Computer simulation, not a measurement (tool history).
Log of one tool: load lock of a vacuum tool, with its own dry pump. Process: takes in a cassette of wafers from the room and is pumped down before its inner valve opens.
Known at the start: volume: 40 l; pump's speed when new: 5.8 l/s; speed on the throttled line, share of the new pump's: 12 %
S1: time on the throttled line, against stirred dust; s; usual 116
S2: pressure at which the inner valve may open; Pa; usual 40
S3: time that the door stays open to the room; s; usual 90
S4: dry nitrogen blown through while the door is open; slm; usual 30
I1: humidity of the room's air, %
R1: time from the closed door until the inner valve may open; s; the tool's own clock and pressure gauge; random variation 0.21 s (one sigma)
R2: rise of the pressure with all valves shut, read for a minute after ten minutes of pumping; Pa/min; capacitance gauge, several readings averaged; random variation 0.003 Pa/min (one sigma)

run	hour	S1	S2	S3	S4	I1	R1	R2
1	0.0	116	40	90	30	47.6	158.7	0.241
2	167.8	116	40	90	30	45.0	159.1	0.235
3	288.8	116	40	90	30	47.0	158.8	0.249
4	396.0	116	40	90	30	44.5	159.1	0.251
5	512.0	116	40	90	30	44.4	159.2	0.254
6	627.5	116	40	90	30	44.4	159.1	0.264
7	775.6	116	40	51	30	43.9	158.7	0.265
8	883.1	116	40	51	30	46.9	159.3	0.268
9	1026.4	116	42	51	30	44.0	158.8	0.276
10	1175.8	116	42	51	30	41.9	158.7	0.277
11	1249.0	116	42	51	30	43.2	159.1	0.285
12	1393.3	116	42	51	30	46.7	158.9	0.297
13	1529.3	116	40	237	30	46.8	159.3	0.326
14	1705.6	116	40	237	30	45.6	159.5	0.331
15	1870.2	116	40	237	30	44.1	159.4	0.338
16	1990.8	116	40	237	30	40.3	160.0	0.336
17	2143.9	116	38	146	30	43.4	160.2	0.349
18	2239.7	116	29	60	30	46.3	161.8	0.343
19	2412.3	116	36	90	30	48.1	160.2	0.366
20	2539.4	116	36	90	30	46.5	160.4	0.363
21	2620.3	119	40	212	30	47.6	162.4	0.384
22	2705.7	94	46	49	37	41.5	139.5	0.350
23	2827.9	116	40	55	5	43.5	159.9	0.403
24	2924.7	116	40	55	5	51.1	159.8	0.427
25	3004.0	146	36	59	4	46.9	187.0	0.413
26	3131.2	146	36	59	4	51.7	186.8	0.435
27	3232.9	141	28	198	4	44.1	184.2	0.468
28	3383.0	141	28	198	4	44.8	184.5	0.486
29	3457.6	141	28	198	4	44.4	184.5	0.501
30	3558.8	141	28	198	4	47.3	184.1	0.507
31	3647.7	141	28	139	4	44.1	185.0	0.483

Forecast each of these 4 alternatives for the next run:
A	3815.9	204	28	207	4	42.6	?	?
B	3815.9	141	33	139	4	43.8	?	?
C	3815.9	141	28	118	4	51.1	?	?
D	3815.9	141	28	139	6	43.4	?	?

run	R1	R2
A	238.8	0.513
B	183.4	0.495
C	184.5	0.506
D	184.4	0.504
Without the tool's hidden state the same runs would have given:
run	R1	R2
A	235.5	0.113
B	179.6	0.099
C	180.6	0.111
D	180.5	0.098
